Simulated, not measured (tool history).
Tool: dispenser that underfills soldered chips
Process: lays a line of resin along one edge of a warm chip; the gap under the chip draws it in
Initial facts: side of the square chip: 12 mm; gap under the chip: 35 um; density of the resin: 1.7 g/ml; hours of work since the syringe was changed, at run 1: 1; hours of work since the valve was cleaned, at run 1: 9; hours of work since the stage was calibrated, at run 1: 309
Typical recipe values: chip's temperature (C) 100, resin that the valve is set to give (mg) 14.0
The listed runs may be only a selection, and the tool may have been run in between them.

run	hour	chip's temperature (C)	resin that the valve is set to give (mg)	hours of work since the syringe was changed	hours of work since the valve was cleaned	hours of work since the stage was calibrated	time until the resin shows at the far edge (s)	resin that the valve gave (mg)
1	0.0	100	14.0	1	9	309	383.9	13.96
# hour 10.1: new syringe of resin
2	11.8	97	14.0	1	17	317	426.0	13.79
3	21.5	97	14.0	8	24	324	517.8	13.95
# hour 22.9: new syringe of resin
4	33.4	97	14.0	7	32	332	500.8	13.82
# hour 35.3: new syringe of resin
5	45.1	100	13.9	7	40	339	447.1	13.52
# hour 47.6: new syringe of resin
6	55.5	106	13.9	5	47	346	362.5	13.46
# hour 60.1: new syringe of resin
7	68.6	100	15.2	6	55	355	440.7	14.96
# hour 72.7: new syringe of resin
8	74.7	100	15.2	1	59	359	379.7	14.76
9	81.4	100	14.0	6	64	364	443.8	13.56
# hour 85.2: new syringe of resin
10	86.9	100	14.0	1	68	367	382.1	13.65
# hour 97.5: new syringe of resin
11	97.5	100	14.0	0	75	375	366.9	13.44
12	102.8	100	16.9	4	78	378	403.5	16.24
# hour 110.3: new syringe of resin
13	111.5	93	17.9	1	84	384	472.1	17.24
14	121.5	93	17.9	8	91	391	575.9	17.08
# hour 122.4: new syringe of resin
15	131.8	109	13.8	6	98	398	332.5	13.17
# hour 134.5: new syringe of resin
16	143.7	113	15.7	6	106	406	290.4	14.95
# hour 147.3: new syringe of resin
# hour 155.6: dispensing valve cleaned and set on the balance
17	155.6	99	13.7	5	0	413	444.3	13.71
# hour 160.3: new syringe of resin
18	163.7	99	13.7	2	5	418	408.6	13.64
19	170.9	114	16.3	7	10	423	287.5	16.22

Consider 4 possible next runs. They are alternatives, not a sequence: every one starts from the tool as it was left by run 19. What does each give?
# hour 172.5: new syringe of resin
A	178.2	95	15.7	4	15	428	?	?
# hour 172.5: new syringe of resin
B	178.2	100	12.3	4	15	428	?	?
# hour 172.5: new syringe of resin
C	178.2	104	16.3	4	15	428	?	?
# hour 172.5: new syringe of resin
D	178.2	98	12.5	4	15	428	?	?

run	time until the resin shows at the far edge (s)	resin that the valve gave (mg)
A	479.0	15.51
B	421.9	12.17
C	353.9	16.31
D	443.1	12.47
Without the tool's unlogged condition, the same runs would have read:
run	time until the resin shows at the far edge (s)	resin that the valve gave (mg)
A	460.2	15.58
B	404.2	12.22
C	338.7	16.38
D	424.9	12.53
